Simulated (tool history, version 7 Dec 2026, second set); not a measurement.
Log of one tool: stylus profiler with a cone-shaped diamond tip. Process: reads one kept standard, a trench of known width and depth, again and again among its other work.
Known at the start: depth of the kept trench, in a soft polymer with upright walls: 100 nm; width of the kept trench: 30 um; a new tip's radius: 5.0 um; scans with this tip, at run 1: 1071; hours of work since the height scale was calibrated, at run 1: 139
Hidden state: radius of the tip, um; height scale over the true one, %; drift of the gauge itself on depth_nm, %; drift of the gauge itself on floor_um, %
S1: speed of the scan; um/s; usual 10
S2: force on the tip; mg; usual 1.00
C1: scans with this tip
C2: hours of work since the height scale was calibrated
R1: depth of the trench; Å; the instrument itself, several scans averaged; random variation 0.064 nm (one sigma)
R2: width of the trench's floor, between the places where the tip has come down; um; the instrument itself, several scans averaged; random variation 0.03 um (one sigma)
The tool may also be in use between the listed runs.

run	day	S1	S2	C1	C2	R1	R2
1	0.000	10	1.00	1071	139	1003.2	27.92
2	0.629	10	1.00	1164	151	1003.0	27.96
3	0.971	10	1.00	1215	158	1004.3	28.00
4	1.600	10	1.00	1307	170	1004.3	27.94
5	2.179	10	0.57	1393	181	1003.6	27.98
6	2.692	10	0.57	1469	191	1004.1	27.92
7	3.125	10	1.00	1532	199	1003.7	27.91
8	3.662	10	1.00	1612	210	1003.9	27.93
9	4.196	10	1.00	1691	220	1002.5	27.93
10	4.642	10	1.00	1757	228	1003.7	27.95
11	5.254	10	1.00	1847	240	1003.5	27.92
12	5.583	10	1.00	1895	246	1002.9	27.94
# day 5.642: height scale calibrated on a step standard
13	6.225	3	1.00	1987	11	1003.8	27.94
14	6.525	3	1.00	2031	17	1003.0	27.89
15	7.121	16	0.97	2119	28	1004.1	27.88
16	7.733	2	1.00	2210	40	1004.0	27.98
17	8.254	10	1.03	2286	50	1003.8	27.87
18	8.667	10	1.03	2348	58	1004.0	27.90
19	9.050	10	1.03	2404	65	1004.8	27.85
# day 9.358: height scale calibrated on a step standard, once more
20	9.358	27	1.00	2446	0	1003.9	27.88
21	9.946	27	1.00	2533	11	1004.5	27.81
22	10.425	6	0.54	2604	20	1003.0	27.88
23	10.808	7	0.54	2661	28	1001.5	27.92
24	11.358	7	0.54	2742	38	1003.0	27.87
25	12.004	7	0.54	2837	51	1002.9	27.91
26	12.525	7	0.54	2914	61	1002.8	27.88
27	12.958	7	0.54	2978	69	1002.2	27.85
28	13.538	20	0.36	3064	80	1002.5	27.80

Hidden state at the last listed run before each entry between runs and at the first one after, where it differs:
Between runs 12 and 13: height scale calibrated on a step standard (day 5.642)
  radius of the tip, um: 5.3 -> 5.32; height scale over the true one, %: 0.073 -> 0.098
  measured less the result without the state, R1: +0.7 -> +1.0 Å; R2: -0.06 -> -0.06 um
Between runs 19 and 20: height scale calibrated on a step standard, once more (day 9.358)
  radius of the tip, um: 5.39 -> 5.4; height scale over the true one, %: 0.121 -> -0.013
  measured less the result without the state, R1: +1.2 -> -0.1 Å; R2: -0.08 -> -0.08 um

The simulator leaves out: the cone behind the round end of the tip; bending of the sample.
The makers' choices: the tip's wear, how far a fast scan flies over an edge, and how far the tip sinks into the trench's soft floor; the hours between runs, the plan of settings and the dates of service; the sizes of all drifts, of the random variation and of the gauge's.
